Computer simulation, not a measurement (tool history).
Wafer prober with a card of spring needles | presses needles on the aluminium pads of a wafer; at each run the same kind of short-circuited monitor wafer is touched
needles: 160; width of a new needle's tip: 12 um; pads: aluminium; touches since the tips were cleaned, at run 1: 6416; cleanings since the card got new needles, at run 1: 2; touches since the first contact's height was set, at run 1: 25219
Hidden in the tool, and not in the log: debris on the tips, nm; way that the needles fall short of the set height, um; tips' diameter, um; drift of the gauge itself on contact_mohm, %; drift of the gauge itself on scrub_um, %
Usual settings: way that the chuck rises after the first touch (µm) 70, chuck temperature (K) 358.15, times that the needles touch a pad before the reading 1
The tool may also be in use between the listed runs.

| run | hour | way that the chuck rises after the first touch (µm) | chuck temperature (K) | times that the needles touch a pad before the reading | touches since the tips were cleaned | cleanings since the card got new needles | touches since the first contact's height was set | resistance of one needle with its contact and lead (mohm) | way that a needle slides on the pad (µm) |
|---|---|---|---|---|---|---|---|---|---|
| 1 | 0.0 | 70 | 358.15 | 1 | 6416 | 2 | 25219 | 208 | 10.84 |
|  | 3.2 | tips cleaned on abrasive film |
| 2 | 8.9 | 70 | 358.15 | 1 | 2507 | 3 | 29063 | 193 | 10.82 |
| 3 | 17.7 | 70 | 322.15 | 1 | 6366 | 3 | 32922 | 200 | 10.82 |
|  | 20.9 | tips cleaned on abrasive film |
| 4 | 24.8 | 70 | 342.15 | 1 | 1706 | 4 | 35981 | 187 | 10.82 |
| 5 | 34.1 | 70 | 358.15 | 1 | 5776 | 4 | 40051 | 203 | 10.80 |
|  | 38.9 | tips cleaned on abrasive film |
| 6 | 39.6 | 70 | 358.15 | 1 | 317 | 5 | 42442 | 182 | 10.80 |
| 7 | 43.7 | 70 | 330.15 | 1 | 2098 | 5 | 44223 | 187 | 10.80 |
| 8 | 49.4 | 61 | 358.15 | 1 | 4597 | 5 | 46722 | 211 | 9.38 |
| 9 | 54.2 | 61 | 358.15 | 1 | 6705 | 5 | 48830 | 224 | 9.39 |
|  | 56.4 | tips cleaned on abrasive film |
| 10 | 60.1 | 61 | 358.15 | 1 | 1595 | 6 | 51366 | 192 | 9.36 |
| 11 | 68.8 | 61 | 358.15 | 1 | 5397 | 6 | 55168 | 216 | 9.36 |
|  | 74.1 | tips cleaned on abrasive film |
| 12 | 74.1 | 61 | 358.15 | 1 | 0 | 7 | 57452 | 180 | 9.36 |
| 13 | 80.9 | 61 | 358.15 | 1 | 3011 | 7 | 60463 | 206 | 9.35 |
| 14 | 90.0 | 55 | 358.15 | 1 | 6980 | 7 | 64432 | 233 | 8.42 |
|  | 91.1 | height of the first contact set anew |
|  | 92.0 | tips cleaned on abrasive film |
| 15 | 97.4 | 55 | 358.15 | 1 | 2363 | 8 | 2713 | 207 | 8.36 |
| 16 | 103.4 | 55 | 358.15 | 1 | 4992 | 8 | 5342 | 224 | 8.37 |
|  | 109.6 | tips cleaned on abrasive film |
| 17 | 112.4 | 79 | 346.15 | 1 | 1219 | 9 | 9220 | 184 | 12.09 |
|  | 121.1 | height of the first contact set anew, once more |
| 18 | 121.6 | 79 | 346.15 | 1 | 5136 | 9 | 228 | 197 | 12.27 |
|  | 127.7 | tips cleaned on abrasive film |
| 19 | 127.8 | 57 | 320.15 | 1 | 42 | 10 | 2874 | 171 | 8.84 |
| 20 | 133.8 | 50 | 391.15 | 3 | 2693 | 10 | 5525 | 196 | 7.77 |
| 21 | 139.7 | 50 | 391.15 | 3 | 5257 | 10 | 8089 | 202 | 7.76 |
| 22 | 143.8 | 50 | 391.15 | 3 | 7065 | 10 | 9897 | 206 | 7.76 |
|  | 145.5 | tips cleaned on abrasive film |
| 23 | 147.8 | 54 | 358.15 | 2 | 1010 | 11 | 11588 | 187 | 8.35 |
| 24 | 152.5 | 54 | 358.15 | 2 | 3088 | 11 | 13666 | 199 | 8.38 |
| 25 | 158.5 | 70 | 361.15 | 3 | 5698 | 11 | 16276 | 185 | 10.85 |
|  | 163.1 | tips cleaned on abrasive film |
| 26 | 164.3 | 70 | 361.15 | 3 | 535 | 12 | 18813 | 176 | 10.84 |
| 27 | 173.3 | 54 | 338.15 | 2 | 4454 | 12 | 22732 | 201 | 8.35 |

3 ways to go on from here, each from the tool as it stands after run 27. What would each give?
|  | 180.9 | tips cleaned on abrasive film |
| A | 181.0 | 89 | 358.15 | 1 | 59 | 13 | 26071 | ? | ? |
|  | 180.9 | tips cleaned on abrasive film |
| B | 181.0 | 88 | 381.15 | 2 | 59 | 13 | 26071 | ? | ? |
|  | 180.9 | tips cleaned on abrasive film |
| C | 181.0 | 71 | 358.15 | 2 | 59 | 13 | 26071 | ? | ? |

| run | resistance of one needle with its contact and lead (mohm) | way that a needle slides on the pad (µm) |
|---|---|---|
| A | 175 | 13.78 |
| B | 176 | 13.60 |
| C | 177 | 10.98 |
Without the tool's hidden state the same runs would have given:
| run | resistance of one needle with its contact and lead (mohm) | way that a needle slides on the pad (µm) |
|---|---|---|
| A | 172 | 13.85 |
| B | 174 | 13.67 |
| C | 174 | 11.04 |
